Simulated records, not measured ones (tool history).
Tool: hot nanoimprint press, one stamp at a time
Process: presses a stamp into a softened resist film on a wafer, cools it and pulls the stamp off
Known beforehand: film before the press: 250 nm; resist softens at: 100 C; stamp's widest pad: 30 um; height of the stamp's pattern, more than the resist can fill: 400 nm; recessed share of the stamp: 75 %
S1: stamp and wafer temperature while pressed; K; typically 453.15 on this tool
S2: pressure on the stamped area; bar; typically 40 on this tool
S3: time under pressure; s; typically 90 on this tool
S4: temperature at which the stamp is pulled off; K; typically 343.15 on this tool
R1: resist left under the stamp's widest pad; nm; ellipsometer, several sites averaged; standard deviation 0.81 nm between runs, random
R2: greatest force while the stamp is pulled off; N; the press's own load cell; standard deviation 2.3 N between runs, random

{"run": 1, "hour": 0.0, "S1": 453.15, "S2": 40, "S3": 90, "S4": 343.15, "R1": 112.1, "R2": 109}
{"run": 2, "hour": 11.4, "S1": 453.15, "S2": 40, "S3": 90, "S4": 343.15, "R1": 110.8, "R2": 110}
{"run": 3, "hour": 32.5, "S1": 453.15, "S2": 40, "S3": 90, "S4": 346.15, "R1": 111.5, "R2": 111}
{"run": 4, "hour": 55.1, "S1": 453.15, "S2": 40, "S3": 90, "S4": 346.15, "R1": 113.7, "R2": 118}
{"run": 5, "hour": 80.9, "S1": 453.15, "S2": 35.2, "S3": 90, "S4": 343.15, "R1": 118.8, "R2": 122}
{"run": 6, "hour": 92.3, "S1": 453.15, "S2": 40, "S3": 90, "S4": 343.15, "R1": 113, "R2": 129}
{"run": 7, "hour": 104.2, "S1": 453.15, "S2": 40, "S3": 90, "S4": 343.15, "R1": 113.6, "R2": 129}
{"run": 8, "hour": 115.6, "S1": 453.15, "S2": 40, "S3": 90, "S4": 343.15, "R1": 112.7, "R2": 133}
{"run": 9, "hour": 136.5, "S1": 457.15, "S2": 40, "S3": 90, "S4": 343.15, "R1": 95.9, "R2": 142}
{"run": 10, "hour": 151.9, "S1": 457.15, "S2": 40, "S3": 90, "S4": 343.15, "R1": 95.6, "R2": 137}
{"hour": 157.3, "done": "plate thermocouple calibrated"}
{"run": 11, "hour": 172.3, "S1": 457.15, "S2": 40, "S3": 90, "S4": 343.15, "R1": 99.4, "R2": 142}
{"run": 12, "hour": 190.5, "S1": 464.15, "S2": 40, "S3": 90, "S4": 343.15, "R1": 72.1, "R2": 146}
{"run": 13, "hour": 203.4, "S1": 453.15, "S2": 49.9, "S3": 90, "S4": 332.15, "R1": 107.9, "R2": 155}
{"run": 14, "hour": 215.6, "S1": 463.15, "S2": 30.8, "S3": 98, "S4": 331.15, "R1": 81.8, "R2": 163}
{"hour": 223.5, "done": "stamp cleaned and given a new release coat"}
{"run": 15, "hour": 239.3, "S1": 463.15, "S2": 30.8, "S3": 98, "S4": 331.15, "R1": 82.1, "R2": 116}
{"run": 16, "hour": 252.3, "S1": 463.15, "S2": 63.8, "S3": 98, "S4": 331.15, "R1": 57.5, "R2": 117}
{"hour": 257.2, "done": "plate thermocouple calibrated, once more"}
{"run": 17, "hour": 267.0, "S1": 453.15, "S2": 60, "S3": 134, "S4": 335.15, "R1": 76.5, "R2": 120}
{"run": 18, "hour": 286.1, "S1": 453.15, "S2": 60, "S3": 134, "S4": 335.15, "R1": 78, "R2": 120}
{"run": 19, "hour": 300.9, "S1": 445.15, "S2": 40, "S3": 94, "S4": 343.15, "R1": 151.9, "R2": 121}
{"run": 20, "hour": 324.0, "S1": 465.15, "S2": 26.8, "S3": 82, "S4": 332.15, "R1": 79.3, "R2": 132}
{"run": 21, "hour": 341.6, "S1": 458.15, "S2": 47.3, "S3": 54, "S4": 329.15, "R1": 101.4, "R2": 141}
{"run": 22, "hour": 365.1, "S1": 453.15, "S2": 24, "S3": 53, "S4": 343.15, "R1": 161.3, "R2": 128}
{"run": 23, "hour": 382.4, "S1": 453.15, "S2": 55.3, "S3": 155, "S4": 343.15, "R1": 76.1, "R2": 142}

Results per run with the tool's hidden condition removed, run-to-run variation unchanged:
The hidden state here: true temperature over the reading, C; pressure that arrives at the usual setting, %; grip of the stamp's worn release coat, % over a new coat's; drift of the gauge itself on residual_nm, %; drift of the gauge itself on pull_off_n, %.
run=1 R1=107.2 R2=107
run=2 R1=105.8 R2=105
run=3 R1=106.1 R2=102
run=4 R1=107.9 R2=105
run=5 R1=112.5 R2=103
run=6 R1=106.6 R2=106
run=7 R1=107 R2=104
run=8 R1=105.9 R2=106
run=9 R1=89.7 R2=108
run=10 R1=89.3 R2=101
run=11 R1=89.2 R2=102
run=12 R1=64.7 R2=102
run=13 R1=95.9 R2=106
run=14 R1=73.4 R2=109
run=15 R1=73.4 R2=111
run=16 R1=50.3 R2=110
run=17 R1=74.1 R2=111
run=18 R1=75.4 R2=107
run=19 R1=148.4 R2=105
run=20 R1=77.2 R2=110
run=21 R1=97.8 R2=114
run=22 R1=157.6 R2=99
run=23 R1=72.5 R2=107
